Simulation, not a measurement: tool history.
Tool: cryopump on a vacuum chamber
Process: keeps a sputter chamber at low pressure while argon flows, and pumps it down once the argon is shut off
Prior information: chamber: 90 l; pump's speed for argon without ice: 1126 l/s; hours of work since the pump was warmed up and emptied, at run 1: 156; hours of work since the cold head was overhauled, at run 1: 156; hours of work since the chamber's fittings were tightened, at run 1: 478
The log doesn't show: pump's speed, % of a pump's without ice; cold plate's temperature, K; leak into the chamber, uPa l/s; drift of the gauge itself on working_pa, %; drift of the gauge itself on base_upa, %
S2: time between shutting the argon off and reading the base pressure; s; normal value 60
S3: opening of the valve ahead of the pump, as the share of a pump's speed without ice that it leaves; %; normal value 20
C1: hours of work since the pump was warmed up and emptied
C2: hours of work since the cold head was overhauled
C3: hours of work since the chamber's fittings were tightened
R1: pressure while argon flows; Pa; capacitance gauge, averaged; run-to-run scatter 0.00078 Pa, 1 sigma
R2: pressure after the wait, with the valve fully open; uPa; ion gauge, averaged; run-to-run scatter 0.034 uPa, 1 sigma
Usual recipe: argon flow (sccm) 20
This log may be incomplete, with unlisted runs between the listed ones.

Run 1, hour 0.0: usual settings; C1 156; C2 156; C3 478. Result: R1 0.1513 Pa, R2 2.02 uPa.
Run 2, hour 10.1: usual settings but argon flow (sccm) 17; C1 161; C2 161; C3 483. Result: R1 0.1287 Pa, R2 2.00 uPa.
Run 3, hour 27.4: usual settings; C1 169; C2 169; C3 490. Result: R1 0.1514 Pa, R2 1.95 uPa.
Run 4, hour 48.8: usual settings but argon flow (sccm) 11; C1 178; C2 178; C3 500. Result: R1 0.0836 Pa, R2 2.04 uPa.
Run 5, hour 58.6: usual settings but argon flow (sccm) 12; C1 183; C2 183; C3 504. Result: R1 0.0918 Pa, R2 2.02 uPa.
Run 6, hour 75.5: usual settings; C1 191; C2 191; C3 512. Result: R1 0.1513 Pa, R2 2.03 uPa.
Run 7, hour 92.1: usual settings but S2 42 s; C1 198; C2 198; C3 520. Result: R1 0.1529 Pa, R2 2.59 uPa.
Run 8, hour 101.1: usual settings but S2 42 s; C1 202; C2 202; C3 524. Result: R1 0.1522 Pa, R2 2.66 uPa.
Run 9, hour 118.6: usual settings but S2 29 s; C1 210; C2 210; C3 532. Result: R1 0.1521 Pa, R2 3.79 uPa.
Run 10, hour 139.4: usual settings; C1 219; C2 219; C3 541. Result: R1 0.1511 Pa, R2 2.02 uPa.
Run 11, hour 155.4: usual settings but S3 18 %; C1 226; C2 226; C3 548. Result: R1 0.1695 Pa, R2 2.05 uPa.
Run 12, hour 169.8: usual settings but S3 18 %; C1 233; C2 233; C3 555. Result: R1 0.1682 Pa, R2 1.98 uPa.
Run 13, hour 180.7: usual settings but S3 18 %; C1 238; C2 238; C3 560. Result: R1 0.1685 Pa, R2 2.05 uPa.
Run 14, hour 194.5: usual settings; C1 244; C2 244; C3 566. Result: R1 0.1524 Pa, R2 1.96 uPa.
Run 15, hour 204.3: usual settings but S2 49 s; C1 249; C2 249; C3 570. Result: R1 0.1538 Pa, R2 2.40 uPa.
Run 16, hour 224.6: usual settings but S2 49 s; C1 258; C2 258; C3 579. Result: R1 0.1528 Pa, R2 2.36 uPa.
Run 17, hour 242.0: usual settings but S2 49 s; C1 266; C2 266; C3 587. Result: R1 0.1535 Pa, R2 2.38 uPa.
Run 18, hour 255.2: usual settings but argon flow (sccm) 29, S2 83 s, S3 58 %; C1 272; C2 272; C3 593. Result: R1 0.0782 Pa, R2 1.58 uPa.
Run 19, hour 270.6: usual settings but argon flow (sccm) 32, S2 83 s, S3 25 %; C1 278; C2 278; C3 600. Result: R1 0.1956 Pa, R2 1.54 uPa.
Run 20, hour 288.6: usual settings but argon flow (sccm) 23, S2 227 s, S3 48 %; C1 287; C2 287; C3 608. Result: R1 0.0737 Pa, R2 0.82 uPa.
Run 21, hour 300.9: usual settings but S2 239 s, S3 48 %; C1 292; C2 292; C3 614. Result: R1 0.0641 Pa, R2 0.86 uPa.
Run 22, hour 314.3: usual settings but S2 25 s, S3 25 %; C1 298; C2 298; C3 620. Result: R1 0.1228 Pa, R2 4.24 uPa.
Run 23, hour 333.5: usual settings but argon flow (sccm) 38, S2 180 s, S3 25 %; C1 307; C2 307; C3 628. Result: R1 0.2332 Pa, R2 0.92 uPa.
Run 24, hour 343.8: usual settings but argon flow (sccm) 16, S2 219 s, S3 25 %; C1 311; C2 311; C3 633. Result: R1 0.0984 Pa, R2 0.86 uPa.
Run 25, hour 357.6: usual settings but argon flow (sccm) 29, S2 270 s, S3 28 %; C1 318; C2 318; C3 639. Result: R1 0.1606 Pa, R2 0.75 uPa.
Run 26, hour 378.5: usual settings but argon flow (sccm) 11; C1 327; C2 327; C3 649. Result: R1 0.0837 Pa, R2 2.10 uPa.
Run 27, hour 387.2: usual settings but argon flow (sccm) 19, S2 296 s; C1 331; C2 331; C3 653. Result: R1 0.1458 Pa, R2 0.71 uPa.
Run 28, hour 408.6: usual settings but argon flow (sccm) 19, S2 296 s; C1 341; C2 341; C3 662. Result: R1 0.1452 Pa, R2 0.75 uPa.
Run 29, hour 425.4: usual settings but argon flow (sccm) 36, S2 289 s, S3 36 %; C1 348; C2 348; C3 670. Result: R1 0.1547 Pa, R2 0.78 uPa.
Run 30, hour 436.2: usual settings but S2 206 s; C1 353; C2 353; C3 675. Result: R1 0.1533 Pa, R2 0.91 uPa.
Run 31, hour 451.6: usual settings but argon flow (sccm) 35, S3 25 %; C1 360; C2 360; C3 682. Result: R1 0.2169 Pa, R2 2.05 uPa.
Run 32, hour 464.7: usual settings but argon flow (sccm) 35, S2 132 s; C1 366; C2 366; C3 687. Result: R1 0.2672 Pa, R2 1.13 uPa.
Run 33, hour 475.5: usual settings but argon flow (sccm) 12, S2 277 s, S3 39 %; C1 371; C2 371; C3 692. Result: R1 0.0484 Pa, R2 0.84 uPa.
Run 34, hour 484.2: usual settings but argon flow (sccm) 12, S2 277 s, S3 39 %; C1 375; C2 375; C3 696. Result: R1 0.0479 Pa, R2 0.79 uPa.

4 ways to go on from here, each from the tool as it stands after run 34. What would each give?
Run A, hour 494.0: usual settings but argon flow (sccm) 12, S2 84 s, S3 45 %; C1 379; C2 379; C3 701. Result: R1 ?, R2 ?.
Run B, hour 494.0: usual settings but argon flow (sccm) 14, S3 41 %; C1 379; C2 379; C3 701. Result: R1 ?, R2 ?.
Run C, hour 494.0: usual settings but argon flow (sccm) 14, S2 31 s, S3 39 %; C1 379; C2 379; C3 701. Result: R1 ?, R2 ?.
Run D, hour 494.0: usual settings but argon flow (sccm) 19, S2 113 s, S3 32 %; C1 379; C2 379; C3 701. Result: R1 ?, R2 ?.

run      R1    R2
  A  0.0423  1.62
  B  0.0540  2.08
  C  0.0557  3.59
  D  0.0924  1.34
The same runs, with their run-to-run variation unchanged, on a tool lacking any hidden condition would have given:
run      R1    R2
  A  0.0402  1.43
  B  0.0515  1.89
  C  0.0533  3.40
  D  0.0890  1.15

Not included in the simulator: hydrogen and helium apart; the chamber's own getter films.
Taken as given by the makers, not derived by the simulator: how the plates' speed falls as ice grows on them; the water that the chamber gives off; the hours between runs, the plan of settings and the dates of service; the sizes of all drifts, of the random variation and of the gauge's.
